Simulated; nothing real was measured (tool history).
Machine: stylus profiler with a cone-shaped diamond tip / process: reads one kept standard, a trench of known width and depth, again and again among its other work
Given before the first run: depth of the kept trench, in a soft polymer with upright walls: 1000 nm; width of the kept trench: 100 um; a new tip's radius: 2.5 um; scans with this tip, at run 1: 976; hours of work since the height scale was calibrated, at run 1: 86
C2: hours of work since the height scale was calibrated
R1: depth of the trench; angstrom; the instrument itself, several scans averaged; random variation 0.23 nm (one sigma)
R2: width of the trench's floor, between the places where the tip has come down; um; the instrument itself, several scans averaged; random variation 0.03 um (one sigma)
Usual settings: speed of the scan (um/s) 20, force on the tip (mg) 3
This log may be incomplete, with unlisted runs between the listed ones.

run 1 hour=0 | speed_of_the_scan_(um/s)=20 force_on_the_tip_(mg)=3 | scans_with_this_tip=976 C2=86 | R1=10174.6 R2=95.67
run 2 hour=16.9 | speed_of_the_scan_(um/s)=20 force_on_the_tip_(mg)=3 | scans_with_this_tip=1086 C2=96 | R1=10174.4 R2=95.75
run 3 hour=46.6 | speed_of_the_scan_(um/s)=20 force_on_the_tip_(mg)=3 | scans_with_this_tip=1282 C2=113 | R1=10171 R2=95.69
run 4 hour=76.1 | speed_of_the_scan_(um/s)=20 force_on_the_tip_(mg)=3 | scans_with_this_tip=1475 C2=130 | R1=10168.3 R2=95.66
run 5 hour=88.2 | speed_of_the_scan_(um/s)=20 force_on_the_tip_(mg)=3 | scans_with_this_tip=1555 C2=137 | R1=10177.8 R2=95.65
run 6 hour=101.1 | speed_of_the_scan_(um/s)=20 force_on_the_tip_(mg)=3 | scans_with_this_tip=1639 C2=144 | R1=10173.4 R2=95.63
run 7 hour=120.3 | speed_of_the_scan_(um/s)=20 force_on_the_tip_(mg)=1.63 | scans_with_this_tip=1765 C2=156 | R1=10119.7 R2=95.59
run 8 hour=140.9 | speed_of_the_scan_(um/s)=20 force_on_the_tip_(mg)=1.63 | scans_with_this_tip=1901 C2=167 | R1=10118 R2=95.64
run 9 hour=157.6 | speed_of_the_scan_(um/s)=20 force_on_the_tip_(mg)=1.63 | scans_with_this_tip=2010 C2=177 | R1=10121.7 R2=95.55
run 10 hour=171.7 | speed_of_the_scan_(um/s)=20 force_on_the_tip_(mg)=1.63 | scans_with_this_tip=2103 C2=185 | R1=10119.4 R2=95.58
run 11 hour=188.9 | speed_of_the_scan_(um/s)=20 force_on_the_tip_(mg)=1.63 | scans_with_this_tip=2216 C2=195 | R1=10119.2 R2=95.57
run 12 hour=216.7 | speed_of_the_scan_(um/s)=20 force_on_the_tip_(mg)=1.63 | scans_with_this_tip=2398 C2=211 | R1=10119.1 R2=95.49
run 13 hour=243.3 | speed_of_the_scan_(um/s)=20 force_on_the_tip_(mg)=1.63 | scans_with_this_tip=2572 C2=227 | R1=10122.3 R2=95.5
run 14 hour=266.6 | speed_of_the_scan_(um/s)=20 force_on_the_tip_(mg)=1.63 | scans_with_this_tip=2726 C2=240 | R1=10120 R2=95.49
run 15 hour=289.8 | speed_of_the_scan_(um/s)=8 force_on_the_tip_(mg)=3 | scans_with_this_tip=2878 C2=254 | R1=10177.3 R2=95.48
run 16 hour=303.7 | speed_of_the_scan_(um/s)=11 force_on_the_tip_(mg)=3 | scans_with_this_tip=2969 C2=262 | R1=10177 R2=95.49
run 17 hour=329.7 | speed_of_the_scan_(um/s)=11 force_on_the_tip_(mg)=3 | scans_with_this_tip=3140 C2=277 | R1=10178.2 R2=95.44
run 18 hour=342.6 | speed_of_the_scan_(um/s)=11 force_on_the_tip_(mg)=3 | scans_with_this_tip=3225 C2=284 | R1=10175.3 R2=95.46
run 19 hour=367.1 | speed_of_the_scan_(um/s)=20 force_on_the_tip_(mg)=3 | scans_with_this_tip=3385 C2=298 | R1=10177.9 R2=95.42
run 20 hour=381.9 | speed_of_the_scan_(um/s)=20 force_on_the_tip_(mg)=3 | scans_with_this_tip=3482 C2=307 | R1=10180.2 R2=95.46
run 21 hour=405.5 | speed_of_the_scan_(um/s)=20 force_on_the_tip_(mg)=3 | scans_with_this_tip=3637 C2=320 | R1=10178.7 R2=95.42
run 22 hour=423.2 | speed_of_the_scan_(um/s)=20 force_on_the_tip_(mg)=3 | scans_with_this_tip=3754 C2=331 | R1=10182 R2=95.39
run 23 hour=443.5 | speed_of_the_scan_(um/s)=36 force_on_the_tip_(mg)=3 | scans_with_this_tip=3887 C2=342 | R1=10185.1 R2=95.33
run 24 hour=473.3 | speed_of_the_scan_(um/s)=36 force_on_the_tip_(mg)=3 | scans_with_this_tip=4082 C2=360 | R1=10183.8 R2=95.3
run 25 hour=494.4 | speed_of_the_scan_(um/s)=36 force_on_the_tip_(mg)=3 | scans_with_this_tip=4221 C2=372 | R1=10179.6 R2=95.27
run 26 hour=514 | speed_of_the_scan_(um/s)=40 force_on_the_tip_(mg)=1.54 | scans_with_this_tip=4350 C2=383 | R1=10124.3 R2=95.2
-- hour=516 height scale calibrated on a step standard
run 27 hour=534 | speed_of_the_scan_(um/s)=16 force_on_the_tip_(mg)=2.23 | scans_with_this_tip=4477 C2=10 | R1=10154.6 R2=95.33
run 28 hour=564 | speed_of_the_scan_(um/s)=37 force_on_the_tip_(mg)=7.66 | scans_with_this_tip=4675 C2=28 | R1=10330.9 R2=95.22
run 29 hour=590.7 | speed_of_the_scan_(um/s)=10 force_on_the_tip_(mg)=7.05 | scans_with_this_tip=4850 C2=43 | R1=10312.2 R2=95.26
-- hour=611.6 height scale calibrated on a step standard, once more
run 30 hour=614.7 | speed_of_the_scan_(um/s)=10 force_on_the_tip_(mg)=7.05 | scans_with_this_tip=5004 C2=2 | R1=10298.1 R2=95.24
run 31 hour=630.7 | speed_of_the_scan_(um/s)=36 force_on_the_tip_(mg)=2.66 | scans_with_this_tip=5109 C2=11 | R1=10152.2 R2=95.17
run 32 hour=648.2 | speed_of_the_scan_(um/s)=36 force_on_the_tip_(mg)=2.66 | scans_with_this_tip=5224 C2=21 | R1=10151.1 R2=95.12
run 33 hour=660.3 | speed_of_the_scan_(um/s)=36 force_on_the_tip_(mg)=2.66 | scans_with_this_tip=5303 C2=28 | R1=10152.1 R2=95.21
run 34 hour=682.2 | speed_of_the_scan_(um/s)=56 force_on_the_tip_(mg)=2.53 | scans_with_this_tip=5447 C2=41 | R1=10149.9 R2=95.05
run 35 hour=694.9 | speed_of_the_scan_(um/s)=56 force_on_the_tip_(mg)=2.53 | scans_with_this_tip=5530 C2=48 | R1=10147.7 R2=95.12
run 36 hour=723.6 | speed_of_the_scan_(um/s)=56 force_on_the_tip_(mg)=2.53 | scans_with_this_tip=5719 C2=65 | R1=10149.9 R2=95.02
run 37 hour=747 | speed_of_the_scan_(um/s)=7 force_on_the_tip_(mg)=2.9 | scans_with_this_tip=5872 C2=78 | R1=10163.8 R2=95.14
run 38 hour=761.6 | speed_of_the_scan_(um/s)=10 force_on_the_tip_(mg)=2.32 | scans_with_this_tip=5968 C2=87 | R1=10141.6 R2=95.12
run 39 hour=775.4 | speed_of_the_scan_(um/s)=10 force_on_the_tip_(mg)=2.32 | scans_with_this_tip=6059 C2=95 | R1=10142 R2=95.15
run 40 hour=794.1 | speed_of_the_scan_(um/s)=13 force_on_the_tip_(mg)=5.35 | scans_with_this_tip=6182 C2=106 | R1=10248.5 R2=95.11
run 41 hour=824.1 | speed_of_the_scan_(um/s)=7 force_on_the_tip_(mg)=3 | scans_with_this_tip=6379 C2=123 | R1=10165.3 R2=95.11
run 42 hour=843.6 | speed_of_the_scan_(um/s)=7 force_on_the_tip_(mg)=3 | scans_with_this_tip=6506 C2=134 | R1=10167.6 R2=95.11
run 43 hour=862.2 | speed_of_the_scan_(um/s)=59 force_on_the_tip_(mg)=2.42 | scans_with_this_tip=6629 C2=145 | R1=10145.6 R2=94.96
run 44 hour=885.5 | speed_of_the_scan_(um/s)=59 force_on_the_tip_(mg)=2.42 | scans_with_this_tip=6782 C2=158 | R1=10147.9 R2=94.9
run 45 hour=914.3 | speed_of_the_scan_(um/s)=19 force_on_the_tip_(mg)=2.42 | scans_with_this_tip=6971 C2=175 | R1=10150.7 R2=94.93
run 46 hour=941.6 | speed_of_the_scan_(um/s)=19 force_on_the_tip_(mg)=2.42 | scans_with_this_tip=7150 C2=191 | R1=10148.1 R2=94.96

Forecast each of these 4 alternatives for the next run:
run A hour=965.6 | speed_of_the_scan_(um/s)=15 force_on_the_tip_(mg)=2.14 | scans_with_this_tip=7307 C2=205 | R1=? R2=?
run B hour=965.6 | speed_of_the_scan_(um/s)=20 force_on_the_tip_(mg)=3.13 | scans_with_this_tip=7307 C2=205 | R1=? R2=?
run C hour=965.6 | speed_of_the_scan_(um/s)=11 force_on_the_tip_(mg)=6.92 | scans_with_this_tip=7307 C2=205 | R1=? R2=?
run D hour=965.6 | speed_of_the_scan_(um/s)=13 force_on_the_tip_(mg)=2.09 | scans_with_this_tip=7307 C2=205 | R1=? R2=?

run=A R1=10136.1 R2=95.03
run=B R1=10177.5 R2=94.92
run=C R1=10299.2 R2=94.94
run=D R1=10136.7 R2=94.94
Without the tool's unlogged condition, the same runs would have read:
run=A R1=10132 R2=96.02
run=B R1=10173.3 R2=95.92
run=C R1=10295.1 R2=95.94
run=D R1=10132.6 R2=95.93
